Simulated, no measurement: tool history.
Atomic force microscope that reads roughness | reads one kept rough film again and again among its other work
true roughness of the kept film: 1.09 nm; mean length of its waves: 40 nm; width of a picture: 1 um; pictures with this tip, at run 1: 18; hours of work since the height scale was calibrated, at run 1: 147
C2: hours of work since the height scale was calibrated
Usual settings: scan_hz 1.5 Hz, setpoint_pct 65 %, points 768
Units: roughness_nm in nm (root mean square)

run 1 day=0 | scan_hz=1.5 setpoint_pct=65 points=768 | pictures_with_this_tip=18 C2=147 | roughness_nm=1.009
run 2 day=3.083 | scan_hz=1.5 setpoint_pct=65 points=768 | pictures_with_this_tip=77 C2=177 | roughness_nm=0.994
run 3 day=6.188 | scan_hz=1.5 setpoint_pct=65 points=761 | pictures_with_this_tip=136 C2=206 | roughness_nm=0.981
run 4 day=8.904 | scan_hz=1.5 setpoint_pct=65 points=768 | pictures_with_this_tip=188 C2=233 | roughness_nm=0.985
run 5 day=10.742 | scan_hz=1.5 setpoint_pct=65 points=768 | pictures_with_this_tip=223 C2=250 | roughness_nm=0.979
run 6 day=12.338 | scan_hz=1.5 setpoint_pct=65 points=768 | pictures_with_this_tip=253 C2=265 | roughness_nm=0.975
-- day=13.525 new tip fitted
run 7 day=15.483 | scan_hz=1.5 setpoint_pct=65 points=768 | pictures_with_this_tip=38 C2=295 | roughness_nm=1.003
run 8 day=17.442 | scan_hz=1.5 setpoint_pct=65 points=768 | pictures_with_this_tip=75 C2=314 | roughness_nm=1.001
run 9 day=20.138 | scan_hz=1.5 setpoint_pct=65 points=768 | pictures_with_this_tip=126 C2=340 | roughness_nm=0.99
run 10 day=22.146 | scan_hz=1.5 setpoint_pct=65 points=768 | pictures_with_this_tip=164 C2=359 | roughness_nm=0.988
run 11 day=24 | scan_hz=1.5 setpoint_pct=65 points=768 | pictures_with_this_tip=200 C2=377 | roughness_nm=0.976
run 12 day=25.379 | scan_hz=1.5 setpoint_pct=65 points=768 | pictures_with_this_tip=226 C2=391 | roughness_nm=0.972
run 13 day=27.154 | scan_hz=1.5 setpoint_pct=65 points=768 | pictures_with_this_tip=260 C2=408 | roughness_nm=0.964
-- day=28.021 new tip fitted
run 14 day=29.575 | scan_hz=1.5 setpoint_pct=65 points=768 | pictures_with_this_tip=29 C2=431 | roughness_nm=1.003
run 15 day=31.288 | scan_hz=1.5 setpoint_pct=65 points=768 | pictures_with_this_tip=62 C2=447 | roughness_nm=0.996
run 16 day=34.429 | scan_hz=1.5 setpoint_pct=65 points=768 | pictures_with_this_tip=122 C2=477 | roughness_nm=0.99
run 17 day=37.25 | scan_hz=1.5 setpoint_pct=65 points=768 | pictures_with_this_tip=175 C2=504 | roughness_nm=0.986
run 18 day=40.171 | scan_hz=1.5 setpoint_pct=65 points=768 | pictures_with_this_tip=231 C2=532 | roughness_nm=0.977
-- day=42.579 new tip fitted
run 19 day=42.579 | scan_hz=1.5 setpoint_pct=65 points=768 | pictures_with_this_tip=0 C2=555 | roughness_nm=1.008
run 20 day=45.612 | scan_hz=0.74 setpoint_pct=65 points=768 | pictures_with_this_tip=58 C2=584 | roughness_nm=1.025
run 21 day=48.342 | scan_hz=0.74 setpoint_pct=83 points=768 | pictures_with_this_tip=110 C2=611 | roughness_nm=0.97
run 22 day=50.154 | scan_hz=0.69 setpoint_pct=65 points=523 | pictures_with_this_tip=145 C2=628 | roughness_nm=1.008
run 23 day=52.971 | scan_hz=1.35 setpoint_pct=63 points=768 | pictures_with_this_tip=198 C2=655 | roughness_nm=0.985
run 24 day=55.417 | scan_hz=1.85 setpoint_pct=89 points=360 | pictures_with_this_tip=245 C2=678 | roughness_nm=0.84
-- day=57.029 new tip fitted
run 25 day=57.125 | scan_hz=1.85 setpoint_pct=88 points=312 | pictures_with_this_tip=2 C2=695 | roughness_nm=0.87
run 26 day=59.479 | scan_hz=1.85 setpoint_pct=88 points=312 | pictures_with_this_tip=47 C2=717 | roughness_nm=0.865
-- day=59.696 height scale calibrated on a step standard
run 27 day=62.392 | scan_hz=2.46 setpoint_pct=65 points=768 | pictures_with_this_tip=101 C2=26 | roughness_nm=0.959
run 28 day=64.379 | scan_hz=2.29 setpoint_pct=65 points=404 | pictures_with_this_tip=139 C2=45 | roughness_nm=0.959
run 29 day=66.117 | scan_hz=1.37 setpoint_pct=72 points=768 | pictures_with_this_tip=172 C2=62 | roughness_nm=0.968
run 30 day=68.329 | scan_hz=0.68 setpoint_pct=65 points=822 | pictures_with_this_tip=214 C2=83 | roughness_nm=0.998
run 31 day=71.125 | scan_hz=1.89 setpoint_pct=85 points=896 | pictures_with_this_tip=267 C2=110 | roughness_nm=0.861
-- day=71.558 new tip fitted
-- day=73.442 height scale calibrated on a step standard, once more
run 32 day=73.883 | scan_hz=1.5 setpoint_pct=68 points=392 | pictures_with_this_tip=44 C2=4 | roughness_nm=0.993
run 33 day=76.962 | scan_hz=1.5 setpoint_pct=65 points=331 | pictures_with_this_tip=102 C2=34 | roughness_nm=0.989
run 34 day=79.879 | scan_hz=0.61 setpoint_pct=81 points=705 | pictures_with_this_tip=158 C2=62 | roughness_nm=0.99
run 35 day=82.188 | scan_hz=1.5 setpoint_pct=65 points=394 | pictures_with_this_tip=202 C2=84 | roughness_nm=0.978
run 36 day=83.775 | scan_hz=0.74 setpoint_pct=75 points=620 | pictures_with_this_tip=232 C2=99 | roughness_nm=0.978
run 37 day=85.062 | scan_hz=3.92 setpoint_pct=83 points=393 | pictures_with_this_tip=257 C2=112 | roughness_nm=0.761
-- day=86.092 new tip fitted
run 38 day=87.112 | scan_hz=1.5 setpoint_pct=58 points=343 | pictures_with_this_tip=19 C2=131 | roughness_nm=1.017
run 39 day=90.033 | scan_hz=0.84 setpoint_pct=68 points=312 | pictures_with_this_tip=75 C2=159 | roughness_nm=1.013
run 40 day=92.583 | scan_hz=1.15 setpoint_pct=79 points=966 | pictures_with_this_tip=123 C2=184 | roughness_nm=0.96
run 41 day=94.608 | scan_hz=1.15 setpoint_pct=79 points=966 | pictures_with_this_tip=162 C2=203 | roughness_nm=0.956
run 42 day=97.046 | scan_hz=1.41 setpoint_pct=83 points=490 | pictures_with_this_tip=208 C2=226 | roughness_nm=0.911

Hidden state at the last listed run before each entry between runs and at the first one after, where it differs:
Between runs 6 and 7: new tip fitted (day 13.525)
  radius of the tip, nm: 24.9 -> 12.7; height scale over the true one, %: -0.02 -> -0.04
  measured less the result without the state, roughness_nm: -0.038 -> -0.008 nm (root mean square)
Between runs 13 and 14: new tip fitted (day 28.021)
  radius of the tip, nm: 25.2 -> 12.3; height scale over the true one, %: -0.12 -> -0.13
  measured less the result without the state, roughness_nm: -0.04 -> -0.007 nm (root mean square)
Between runs 18 and 19: new tip fitted (day 42.579)
  radius of the tip, nm: 23.1 -> 10.1; height scale over the true one, %: -0.2 -> -0.22
  measured less the result without the state, roughness_nm: -0.036 -> -0.003 nm (root mean square)
Between runs 24 and 25: new tip fitted (day 57.029)
  radius of the tip, nm: 23.8 -> 10.3; height scale over the true one, %: -0.3 -> -0.31
  measured less the result without the state, roughness_nm: -0.033 -> -0.004 nm (root mean square)
Between runs 26 and 27: height scale calibrated on a step standard (day 59.696)
  radius of the tip, nm: 12.9 -> 15.6; height scale over the true one, %: -0.33 -> -0.47
  measured less the result without the state, roughness_nm: -0.009 -> -0.018 nm (root mean square)
Between runs 31 and 32: new tip fitted (day 71.558); height scale calibrated on a step standard, once more (day 73.442)
  radius of the tip, nm: 24.8 -> 12.6; height scale over the true one, %: -0.53 -> -0.09
  measured less the result without the state, roughness_nm: -0.038 -> -0.008 nm (root mean square)
Between runs 37 and 38: new tip fitted (day 86.092)
  radius of the tip, nm: 24 -> 11.6; height scale over the true one, %: -0.16 -> -0.17
  measured less the result without the state, roughness_nm: -0.029 -> -0.006 nm (root mean square)
